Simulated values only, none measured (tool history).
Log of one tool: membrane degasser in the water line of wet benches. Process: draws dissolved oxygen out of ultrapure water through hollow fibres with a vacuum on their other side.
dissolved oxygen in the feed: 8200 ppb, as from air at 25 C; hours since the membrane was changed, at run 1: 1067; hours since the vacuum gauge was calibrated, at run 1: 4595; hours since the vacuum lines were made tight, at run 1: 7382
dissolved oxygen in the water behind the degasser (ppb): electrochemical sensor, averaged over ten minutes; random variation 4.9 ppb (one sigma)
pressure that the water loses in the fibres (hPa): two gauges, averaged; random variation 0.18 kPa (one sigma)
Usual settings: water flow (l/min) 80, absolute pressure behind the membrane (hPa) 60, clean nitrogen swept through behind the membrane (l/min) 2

run	hour	water flow (l/min)	absolute pressure behind the membrane (hPa)	clean nitrogen swept through behind the membrane (l/min)	hours since the membrane was changed	hours since the vacuum gauge was calibrated	hours since the vacuum lines were made tight	dissolved oxygen in the water behind the degasser (ppb)	pressure that the water loses in the fibres (hPa)
1	0	80	60	2	1067	4595	7382	511.8	318.2
# hour 95.1: seals of the vacuum lines changed
2	211.4	80	60	2	1276	4804	116	499.7	316.1
3	361.8	80	60	2	1426	4955	267	511.8	320.1
4	553.3	80	60	2	1618	5146	458	518.8	316.2
5	802.9	80	52.2	2	1868	5396	708	461.2	323
6	994.1	80	60	2	2059	5587	899	512.6	317
7	1113.7	80	60	1.54	2178	5707	1019	565.1	318.4
8	1294.8	80	60	1.54	2359	5888	1200	575.9	318.9
9	1475.1	80	60	1.54	2540	6068	1380	566.2	316.6
10	1609.1	80	60	1.54	2674	6202	1514	573.2	317.4
11	1765.4	80	60	1.54	2830	6358	1670	576.2	318
12	1992.1	76	60	2	3057	6585	1897	494.3	303.2
13	2130.9	76	60	2	3196	6724	2036	493.6	306.2
14	2359.5	80	60	2	3424	6952	2264	527.9	320
15	2493.9	51	60	2	3559	7087	2399	328	204.2
# hour 2509: vacuum gauge calibrated
16	2629.9	51	60	2	3694	121	2534	329.6	207.3
17	2799.5	80	63.8	5.09	3864	291	2704	422.4	321.7
18	3013	80	63.8	5.09	4077	504	2917	425	321.8
19	3225	80	63.8	5.09	4289	716	3129	414.8	319.5
20	3447.7	80	60	2.78	4512	939	3352	486.9	323.8
21	3714.4	80	60	2.78	4779	1205	3619	488.5	321
22	3898.9	80	60	2.78	4963	1390	3803	487.8	321.9
# hour 3977.9: vacuum gauge calibrated, once more
23	4013.7	59	67.1	1.95	5077	36	3918	402.3	238.5
24	4254.4	119	72.1	1.99	5318	277	4158	850.6	477.8
25	4459.1	66	89.7	3.52	5523	481	4363	457.3	267.1
26	4587.2	66	89.7	3.52	5651	609	4491	470	260.4
27	4705.7	60	106.2	3.52	5769	728	4610	481	243.6
28	4843.3	60	141.4	2.47	5907	865	4747	730.6	239.3
29	5059.2	86	141.4	1.81	6123	1081	4963	1185.1	344.7
30	5179.1	86	141.4	1.81	6243	1201	5083	1179.3	346.9
31	5355.2	55	113.3	1.73	6419	1377	5259	682.8	220.6

Forecast each of these 3 alternatives for the next run:
A	5487	127	51	1.73	6551	1509	5391	?	?
B	5487	62	38.9	1.58	6551	1509	5391	?	?
C	5487	80	41.2	2	6551	1509	5391	?	?

run	dissolved oxygen in the water behind the degasser (ppb)	pressure that the water loses in the fibres (hPa)
A	728	512.9
B	275.6	252.2
C	371.5	323
Without the tool's hidden state the same runs would have given:
run	dissolved oxygen in the water behind the degasser (ppb)	pressure that the water loses in the fibres (hPa)
A	692.6	503.3
B	254	247.5
C	346.5	316.9

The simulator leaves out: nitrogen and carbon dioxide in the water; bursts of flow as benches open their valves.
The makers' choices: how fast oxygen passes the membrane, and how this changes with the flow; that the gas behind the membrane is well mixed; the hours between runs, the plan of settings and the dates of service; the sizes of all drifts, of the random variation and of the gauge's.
